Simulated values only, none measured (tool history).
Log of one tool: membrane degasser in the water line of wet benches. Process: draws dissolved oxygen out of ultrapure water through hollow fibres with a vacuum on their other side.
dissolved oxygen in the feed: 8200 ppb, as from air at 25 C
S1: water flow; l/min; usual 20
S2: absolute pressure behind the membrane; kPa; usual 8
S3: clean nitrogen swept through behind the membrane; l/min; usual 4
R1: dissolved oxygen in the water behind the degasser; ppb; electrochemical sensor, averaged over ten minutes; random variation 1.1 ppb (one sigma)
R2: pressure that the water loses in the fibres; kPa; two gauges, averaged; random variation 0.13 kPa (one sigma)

{"run": 1, "day": 0.0, "S1": 20, "S2": 8, "S3": 4, "R1": 116.3, "R2": 33.08}
{"run": 2, "day": 3.708, "S1": 20, "S2": 8, "S3": 4, "R1": 117.3, "R2": 33.02}
{"day": 6.646, "done": "vacuum gauge calibrated"}
{"run": 3, "day": 7.45, "S1": 20, "S2": 8, "S3": 4, "R1": 116.8, "R2": 33.41}
{"run": 4, "day": 10.8, "S1": 20, "S2": 8, "S3": 4, "R1": 115.7, "R2": 33.63}
{"run": 5, "day": 12.838, "S1": 20, "S2": 8, "S3": 4, "R1": 116.2, "R2": 33.35}
{"run": 6, "day": 15.479, "S1": 20, "S2": 8, "S3": 4, "R1": 117.1, "R2": 33.51}
{"day": 17.512, "done": "vacuum gauge calibrated, once more"}
{"run": 7, "day": 17.838, "S1": 13, "S2": 8, "S3": 4, "R1": 57.6, "R2": 21.58}
{"run": 8, "day": 20.462, "S1": 13, "S2": 8, "S3": 5.63, "R1": 46.6, "R2": 21.85}
{"run": 9, "day": 22.304, "S1": 15, "S2": 4.82, "S3": 10.17, "R1": 33.4, "R2": 25.04}

Run 10 comes next. What will it give?
{"run": 10, "day": 25.588, "S1": 21, "S2": 15.58, "S3": 7.73, "R1": "?", "R2": "?"}

Run 10 gave R1 145.4 ppb, R2 35.17 kPa.
Without the tool's hidden state the same run would have given R1 136.7 ppb, R2 34.16 kPa.
